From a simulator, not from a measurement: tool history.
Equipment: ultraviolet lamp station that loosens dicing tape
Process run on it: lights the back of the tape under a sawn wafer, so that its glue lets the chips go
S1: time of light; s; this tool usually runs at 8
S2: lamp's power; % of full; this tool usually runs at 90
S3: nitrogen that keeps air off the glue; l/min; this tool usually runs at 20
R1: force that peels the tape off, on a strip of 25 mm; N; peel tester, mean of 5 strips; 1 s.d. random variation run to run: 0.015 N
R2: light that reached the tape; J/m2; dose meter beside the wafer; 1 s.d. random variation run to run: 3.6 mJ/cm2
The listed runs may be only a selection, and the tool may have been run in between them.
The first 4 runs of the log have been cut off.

run	day	S1	S2	S3	R1	R2
5	1.654	8	90	20	1.057	5040
6	2.079	8	90	20	1.046	5050
7	2.483	8	93	20	0.992	5130
8	3.075	8	68	20	1.699	3780
9	3.479	15	68	20	0.464	7050
10	4.033	15	68	25	0.388	7000
11	4.450	7	90	20	1.402	4310
12	4.879	5	90	20	2.418	3060
13	5.396	9	90	20	0.853	5440
14	6.046	6	90	20	1.884	3650
15	6.392	8	90	20	1.139	4810
16	6.688	8	90	22	1.032	4770
17	7.083	8	90	22	1.044	4790
18	7.462	5	91	14	2.878	3060
19	7.958	5	63	10	4.376	2070
20	8.521	5	66	10	4.487	2140
21	9.021	7	90	20	1.537	4120
22	9.567	8	65	10	2.865	3430
23	10.238	8	64	9	3.122	3310
# day 10.433: window cleaned of glue's vapour
24	10.733	10	90	20	0.527	6690
25	11.208	10	90	20	0.531	6710
26	11.725	10	90	20	0.539	6660
27	12.150	6	90	20	1.595	3970
28	12.479	9	69	16	1.429	4630

Run 29 is up next; what results do you expect?
29	12.888	9	97	14	?	?

Run 29 produced R1 0.843 N, R2 6430 J/m2.
Take away the tool's hidden state, keep the run-to-run variation as it was, and the same run would have given R1 0.649 N, R2 7180 J/m2.
